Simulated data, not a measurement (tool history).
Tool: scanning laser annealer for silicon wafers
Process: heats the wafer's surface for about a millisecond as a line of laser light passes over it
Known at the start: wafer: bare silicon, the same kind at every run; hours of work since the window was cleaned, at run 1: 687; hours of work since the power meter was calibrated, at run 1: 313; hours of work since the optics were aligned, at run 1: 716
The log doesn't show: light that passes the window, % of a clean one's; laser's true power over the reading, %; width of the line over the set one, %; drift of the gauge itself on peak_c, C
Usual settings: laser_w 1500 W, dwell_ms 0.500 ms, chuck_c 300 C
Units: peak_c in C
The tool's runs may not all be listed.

run,day,laser_w,dwell_ms,chuck_c,hours of work since the window was cleaned,hours of work since the power meter was calibrated,hours of work since the optics were aligned,peak_c
1,0.000,1500,0.500,300,687,313,716,991
2,0.554,1500,0.500,300,694,320,724,990
3,1.433,1628,0.500,300,706,331,735,1062
4,2.133,1500,0.500,300,715,340,744,988
5,2.962,1500,0.500,300,725,351,755,991
6,3.475,1500,0.500,300,732,358,761,990
7,4.125,1500,0.500,300,740,366,770,988
8,4.738,1500,0.500,300,748,374,777,989
9,5.421,1500,0.500,300,757,383,786,989
10,5.946,1500,0.500,300,764,390,793,987
11,6.421,1500,0.476,300,770,396,799,974
12,7.175,1500,0.574,300,780,405,809,1031
13,7.892,1500,0.574,300,789,415,818,1031
14,8.775,1500,0.423,300,800,426,829,933
15,9.492,1641,0.376,300,809,435,839,967
16,10.062,1641,0.376,300,817,443,846,967
17,10.900,1636,0.612,309,828,453,857,1139
18,11.742,1500,0.491,300,838,464,868,978
# day 12.112: window over the wafer cleaned
19,12.583,1500,0.483,319,6,474,877,1035
20,13.067,1367,0.583,300,12,480,884,1003
21,13.621,1367,0.583,300,19,487,891,1003
22,14.183,1564,0.432,277,27,495,898,994
23,14.712,1500,0.450,338,33,501,905,1029
24,15.575,1453,0.379,278,45,512,916,890
25,16.429,1566,0.379,278,56,523,927,951
26,16.975,1566,0.379,329,63,530,934,999

5 ways to go on from here, each from the tool as it stands after run 26. What would each give?
A,17.450,1386,0.365,292,69,537,940,?
B,17.450,1566,0.366,329,69,537,940,?
C,17.450,1563,0.473,271,69,537,940,?
D,17.450,1566,0.547,285,69,537,940,?
E,17.450,1500,0.500,279,69,537,940,?

run,peak_c
A,866
B,988
C,1009
D,1079
E,1005
Without the tool's hidden state the same runs would have given:
run,peak_c
A,875
B,999
C,1021
D,1092
E,1017
